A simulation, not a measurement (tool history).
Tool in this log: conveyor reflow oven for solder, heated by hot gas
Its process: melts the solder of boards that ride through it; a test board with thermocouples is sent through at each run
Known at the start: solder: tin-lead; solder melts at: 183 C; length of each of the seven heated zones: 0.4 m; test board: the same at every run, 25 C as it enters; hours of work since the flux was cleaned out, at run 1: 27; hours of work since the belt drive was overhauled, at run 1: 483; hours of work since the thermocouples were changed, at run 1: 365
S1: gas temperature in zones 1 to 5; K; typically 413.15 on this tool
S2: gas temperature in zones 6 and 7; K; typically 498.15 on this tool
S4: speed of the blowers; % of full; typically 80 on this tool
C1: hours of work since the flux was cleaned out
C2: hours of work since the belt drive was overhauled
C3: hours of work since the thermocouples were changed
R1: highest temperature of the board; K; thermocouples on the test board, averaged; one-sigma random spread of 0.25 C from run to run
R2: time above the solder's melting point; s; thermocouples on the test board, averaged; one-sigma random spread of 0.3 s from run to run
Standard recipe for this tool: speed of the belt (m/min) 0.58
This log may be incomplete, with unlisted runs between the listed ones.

run 1 hour=0 | S1=413.15 S2=498.15 speed_of_the_belt_(m/min)=0.58 S4=80 | C1=27 C2=483 C3=365 | R1=485.85 R2=59.8
run 2 hour=66.5 | S1=413.15 S2=498.15 speed_of_the_belt_(m/min)=0.58 S4=80 | C1=62 C2=518 C3=401 | R1=485.75 R2=58.9
run 3 hour=95.6 | S1=413.15 S2=498.15 speed_of_the_belt_(m/min)=0.58 S4=80 | C1=77 C2=534 C3=416 | R1=485.25 R2=59.7
run 4 hour=127.1 | S1=413.15 S2=498.15 speed_of_the_belt_(m/min)=0.58 S4=80 | C1=94 C2=550 C3=433 | R1=485.55 R2=59.6
run 5 hour=195.7 | S1=413.15 S2=498.15 speed_of_the_belt_(m/min)=0.58 S4=80 | C1=130 C2=587 C3=469 | R1=485.05 R2=58.9
run 6 hour=241.4 | S1=413.15 S2=498.15 speed_of_the_belt_(m/min)=0.58 S4=80 | C1=155 C2=611 C3=493 | R1=485.45 R2=59.2
run 7 hour=280.7 | S1=413.15 S2=498.15 speed_of_the_belt_(m/min)=0.58 S4=80 | C1=175 C2=632 C3=514 | R1=485.55 R2=59.3
run 8 hour=317.5 | S1=413.15 S2=498.15 speed_of_the_belt_(m/min)=0.58 S4=80 | C1=195 C2=651 C3=534 | R1=485.25 R2=59.5
run 9 hour=386.5 | S1=413.15 S2=498.15 speed_of_the_belt_(m/min)=0.58 S4=80 | C1=232 C2=688 C3=570 | R1=485.95 R2=59.1
run 10 hour=426.2 | S1=413.15 S2=498.15 speed_of_the_belt_(m/min)=0.58 S4=80 | C1=253 C2=709 C3=591 | R1=485.45 R2=59.1
run 11 hour=458.5 | S1=413.15 S2=498.15 speed_of_the_belt_(m/min)=0.607 S4=63 | C1=270 C2=726 C3=609 | R1=479.25 R2=48.4
run 12 hour=515 | S1=402.15 S2=499.15 speed_of_the_belt_(m/min)=0.58 S4=58 | C1=300 C2=756 C3=639 | R1=476.95 R2=43.2
-- hour=540.9 belt drive overhauled, speed set with a stopwatch
run 13 hour=563.9 | S1=424.15 S2=513.15 speed_of_the_belt_(m/min)=0.676 S4=64 | C1=324 C2=12 C3=662 | R1=490.75 R2=56.5
run 14 hour=600.5 | S1=428.15 S2=493.15 speed_of_the_belt_(m/min)=0.686 S4=85 | C1=343 C2=32 C3=682 | R1=481.15 R2=51.2
run 15 hour=652.6 | S1=420.15 S2=498.15 speed_of_the_belt_(m/min)=0.58 S4=80 | C1=371 C2=59 C3=709 | R1=486.65 R2=63.3
run 16 hour=705.6 | S1=404.15 S2=510.15 speed_of_the_belt_(m/min)=0.58 S4=85 | C1=399 C2=87 C3=737 | R1=495.55 R2=64.2
run 17 hour=744.5 | S1=423.15 S2=499.15 speed_of_the_belt_(m/min)=0.586 S4=76 | C1=419 C2=108 C3=758 | R1=486.55 R2=63.4
run 18 hour=811 | S1=418.15 S2=493.15 speed_of_the_belt_(m/min)=0.586 S4=76 | C1=455 C2=143 C3=793 | R1=480.75 R2=56

For each entry between runs, how does the tool's hidden state at the last listed run before it compare with that at the first listed run after it?
Logged between run 12 and run 13: belt drive overhauled, speed set with a stopwatch (hour 540.9)
  heat that the gas passes to the board, % of a clean oven's: 99.6 -> 99.5; belt's true speed, % of the reading: 99.88 -> 100
